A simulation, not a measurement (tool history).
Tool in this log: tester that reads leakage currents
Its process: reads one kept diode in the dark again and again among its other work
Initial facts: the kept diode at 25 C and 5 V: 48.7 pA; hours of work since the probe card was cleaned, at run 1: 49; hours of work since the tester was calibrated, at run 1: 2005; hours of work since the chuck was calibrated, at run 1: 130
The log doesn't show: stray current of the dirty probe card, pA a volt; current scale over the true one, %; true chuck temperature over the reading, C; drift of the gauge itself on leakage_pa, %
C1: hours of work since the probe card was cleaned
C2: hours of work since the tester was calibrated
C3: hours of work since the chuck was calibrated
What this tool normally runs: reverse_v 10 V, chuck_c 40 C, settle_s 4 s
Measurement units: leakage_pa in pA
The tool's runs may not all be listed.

{"run": 1, "hour": 0.0, "reverse_v": 10, "chuck_c": 40, "settle_s": 4, "C1": 49, "C2": 2005, "C3": 130, "leakage_pa": 275.08}
{"run": 2, "hour": 78.4, "reverse_v": 10, "chuck_c": 40, "settle_s": 4, "C1": 87, "C2": 2044, "C3": 168, "leakage_pa": 272.84}
{"run": 3, "hour": 151.6, "reverse_v": 10, "chuck_c": 21, "settle_s": 4, "C1": 123, "C2": 2080, "C3": 204, "leakage_pa": 48.37}
{"run": 4, "hour": 202.3, "reverse_v": 10, "chuck_c": 21, "settle_s": 4, "C1": 148, "C2": 2104, "C3": 229, "leakage_pa": 48.28}
{"run": 5, "hour": 268.1, "reverse_v": 1.9, "chuck_c": 21, "settle_s": 4, "C1": 180, "C2": 2137, "C3": 261, "leakage_pa": 18.74}
{"run": 6, "hour": 375.5, "reverse_v": 1.9, "chuck_c": 21, "settle_s": 4, "C1": 233, "C2": 2190, "C3": 314, "leakage_pa": 18.74}
{"run": 7, "hour": 483.1, "reverse_v": 1.9, "chuck_c": 21, "settle_s": 4, "C1": 286, "C2": 2242, "C3": 367, "leakage_pa": 18.47}
{"run": 8, "hour": 575.1, "reverse_v": 1.9, "chuck_c": 21, "settle_s": 4, "C1": 331, "C2": 2288, "C3": 412, "leakage_pa": 18.32}
{"run": 9, "hour": 686.5, "reverse_v": 10, "chuck_c": 40, "settle_s": 4, "C1": 386, "C2": 2342, "C3": 467, "leakage_pa": 259.87}
{"run": 10, "hour": 739.4, "reverse_v": 10, "chuck_c": 40, "settle_s": 4, "C1": 412, "C2": 2368, "C3": 493, "leakage_pa": 257.82}
{"run": 11, "hour": 826.4, "reverse_v": 10, "chuck_c": 40, "settle_s": 4, "C1": 455, "C2": 2411, "C3": 536, "leakage_pa": 257.24}
{"run": 12, "hour": 939.7, "reverse_v": 10, "chuck_c": 40, "settle_s": 4, "C1": 510, "C2": 2467, "C3": 591, "leakage_pa": 254.01}
{"run": 13, "hour": 1014.0, "reverse_v": 10, "chuck_c": 40, "settle_s": 4, "C1": 547, "C2": 2503, "C3": 628, "leakage_pa": 253.16}
{"run": 14, "hour": 1090.7, "reverse_v": 10, "chuck_c": 40, "settle_s": 4, "C1": 585, "C2": 2541, "C3": 666, "leakage_pa": 251.74}
{"run": 15, "hour": 1175.8, "reverse_v": 2, "chuck_c": 40, "settle_s": 4, "C1": 626, "C2": 2583, "C3": 707, "leakage_pa": 101.66}
{"run": 16, "hour": 1226.6, "reverse_v": 10, "chuck_c": 36, "settle_s": 4, "C1": 651, "C2": 2608, "C3": 732, "leakage_pa": 176.34}
{"run": 17, "hour": 1281.3, "reverse_v": 10, "chuck_c": 36, "settle_s": 4, "C1": 678, "C2": 2635, "C3": 759, "leakage_pa": 175.5}
{"hour": 1340.9, "done": "chuck's temperature calibrated"}
{"run": 18, "hour": 1356.6, "reverse_v": 10, "chuck_c": 36, "settle_s": 4, "C1": 714, "C2": 2671, "C3": 8, "leakage_pa": 204.44}
{"run": 19, "hour": 1412.2, "reverse_v": 10, "chuck_c": 36, "settle_s": 4, "C1": 742, "C2": 2698, "C3": 35, "leakage_pa": 202.94}
{"run": 20, "hour": 1526.0, "reverse_v": 10, "chuck_c": 36, "settle_s": 6.83, "C1": 797, "C2": 2754, "C3": 91, "leakage_pa": 202.3}
{"run": 21, "hour": 1594.6, "reverse_v": 10, "chuck_c": 21, "settle_s": 5.57, "C1": 831, "C2": 2788, "C3": 125, "leakage_pa": 55.1}
{"run": 22, "hour": 1687.6, "reverse_v": 10, "chuck_c": 21, "settle_s": 6.32, "C1": 877, "C2": 2833, "C3": 170, "leakage_pa": 54.92}
{"run": 23, "hour": 1794.4, "reverse_v": 10, "chuck_c": 21, "settle_s": 6.32, "C1": 929, "C2": 2886, "C3": 223, "leakage_pa": 55.11}
{"run": 24, "hour": 1841.1, "reverse_v": 10, "chuck_c": 21, "settle_s": 6.32, "C1": 952, "C2": 2909, "C3": 246, "leakage_pa": 54.82}
{"run": 25, "hour": 1943.2, "reverse_v": 1.4, "chuck_c": 22, "settle_s": 4, "C1": 1003, "C2": 2959, "C3": 296, "leakage_pa": 18.44}
{"run": 26, "hour": 2013.8, "reverse_v": 7.1, "chuck_c": 33, "settle_s": 3.62, "C1": 1037, "C2": 2994, "C3": 331, "leakage_pa": 124.32}
{"run": 27, "hour": 2112.6, "reverse_v": 7.1, "chuck_c": 33, "settle_s": 3.62, "C1": 1086, "C2": 3042, "C3": 379, "leakage_pa": 122.9}
{"run": 28, "hour": 2185.7, "reverse_v": 7.1, "chuck_c": 33, "settle_s": 3.62, "C1": 1122, "C2": 3078, "C3": 415, "leakage_pa": 123.09}
{"run": 29, "hour": 2262.7, "reverse_v": 7.1, "chuck_c": 33, "settle_s": 3.62, "C1": 1160, "C2": 3116, "C3": 453, "leakage_pa": 121.71}
{"run": 30, "hour": 2329.2, "reverse_v": 6.3, "chuck_c": 28, "settle_s": 3.18, "C1": 1192, "C2": 3149, "C3": 486, "leakage_pa": 74.31}
{"run": 31, "hour": 2423.6, "reverse_v": 6.3, "chuck_c": 28, "settle_s": 3.18, "C1": 1239, "C2": 3195, "C3": 532, "leakage_pa": 73.65}
{"run": 32, "hour": 2512.9, "reverse_v": 6.3, "chuck_c": 28, "settle_s": 3.18, "C1": 1282, "C2": 3239, "C3": 576, "leakage_pa": 73.11}
{"run": 33, "hour": 2559.7, "reverse_v": 1.3, "chuck_c": 42, "settle_s": 1, "C1": 1305, "C2": 3262, "C3": 599, "leakage_pa": 98.42}
{"run": 34, "hour": 2609.9, "reverse_v": 1.3, "chuck_c": 42, "settle_s": 1, "C1": 1330, "C2": 3287, "C3": 624, "leakage_pa": 98.3}
{"run": 35, "hour": 2721.2, "reverse_v": 1.3, "chuck_c": 42, "settle_s": 1, "C1": 1385, "C2": 3341, "C3": 678, "leakage_pa": 97.06}
{"run": 36, "hour": 2768.6, "reverse_v": 10, "chuck_c": 46, "settle_s": 6.26, "C1": 1408, "C2": 3365, "C3": 702, "leakage_pa": 423.72}
{"run": 37, "hour": 2866.7, "reverse_v": 4.2, "chuck_c": 21, "settle_s": 2.7, "C1": 1456, "C2": 3413, "C3": 750, "leakage_pa": 31.53}
{"hour": 2947.9, "done": "chuck's temperature calibrated"}
{"run": 38, "hour": 2981.4, "reverse_v": 4.2, "chuck_c": 21, "settle_s": 2.7, "C1": 1512, "C2": 3468, "C3": 16, "leakage_pa": 35.9}
{"run": 39, "hour": 3040.5, "reverse_v": 4.2, "chuck_c": 21, "settle_s": 2.7, "C1": 1541, "C2": 3497, "C3": 46, "leakage_pa": 35.84}

For each entry between runs, how does the tool's hidden state at the last listed run before it compare with that at the first listed run after it?
Logged between run 17 and run 18: chuck's temperature calibrated (hour 1340.9)
  stray current of the dirty probe card, pA a volt: 0.636 -> 0.671; current scale over the true one, %: -0.93 -> -0.94; true chuck temperature over the reading, C: -1.67 -> 0.09
  measured result minus the result with no hidden state, leakage_pa: -23.01 -> +6.09 pA
Logged between run 37 and run 38: chuck's temperature calibrated (hour 2947.9)
  stray current of the dirty probe card, pA a volt: 1.337 -> 1.39; current scale over the true one, %: -1.18 -> -1.2; true chuck temperature over the reading, C: -1.59 -> -0.06
  measured result minus the result with no hidden state, leakage_pa: +0.78 -> +5.15 pA

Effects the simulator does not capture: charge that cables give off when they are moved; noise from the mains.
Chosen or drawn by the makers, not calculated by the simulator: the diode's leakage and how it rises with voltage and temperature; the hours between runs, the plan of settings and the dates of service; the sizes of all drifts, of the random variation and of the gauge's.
